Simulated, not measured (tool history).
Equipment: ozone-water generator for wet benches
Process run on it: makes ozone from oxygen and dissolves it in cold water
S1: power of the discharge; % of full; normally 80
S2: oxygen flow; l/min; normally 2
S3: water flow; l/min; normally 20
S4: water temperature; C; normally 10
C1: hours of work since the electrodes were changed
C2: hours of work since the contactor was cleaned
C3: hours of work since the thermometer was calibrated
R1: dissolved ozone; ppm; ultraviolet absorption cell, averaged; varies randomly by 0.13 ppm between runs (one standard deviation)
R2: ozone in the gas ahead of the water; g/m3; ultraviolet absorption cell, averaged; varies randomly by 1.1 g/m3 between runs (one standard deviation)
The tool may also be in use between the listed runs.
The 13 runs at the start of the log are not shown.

run   hour  S1    S2  S3  S4    C1    C2   C3    R1     R2
 14    501  79     2  20  10  1309  2641  435  12.9  190.3
 15  532.1  79     2  20  10  1339  2671  465  12.5  191.4
 16  562.5  80     2  20  10  1369  2700  494  12.5  193.1
 17    585  80     2  14  14  1390  2722  516  17.6  191.1
 18  613.1  80     2  14  14  1417  2749  543  17.4  191.8
 19  634.1  80     2  14  14  1437  2769  563  17.5  191.5
 20  676.1  44  1.51  12  10  1478  2809  604  13.8  161.2
 21    698  44  1.51  17   8  1499  2830  625  10.1  160.7
 22  734.7  61  2.44  19   8  1534  2866  660  12.2  148.9
 23  766.6  41  2.44  19   8  1565  2896  691   9.7    120
 24  795.2  51  1.85  15  10  1592  2924  718  12.8  155.6
 25    834  81  2.81  31   8  1630  2961  755   8.7  163.2
     847.6  -- gauge calibrated
 26  874.1  81  2.81  18   8  1668  3000  794  15.9  156.2
 27  917.5  81  2.81  18   8  1710  3041  836  15.9  159.2
 28    947  79     2  17  10  1738  3070  864  14.5  186.9
 29  970.5  44  1.94  20   8  1761  3092  886   9.1  136.1

Run 30 has not been measured yet. What should we expect?
 30  1020  44  1.94  20   8  1808  3140  934   ?   ?

Logged for run 30: R1 9.1 ppm, R2 137.8 g/m3.
If the tool had no hidden condition, the same run with the same run-to-run variation would have returned R1 9.1 ppm, R2 137 g/m3.
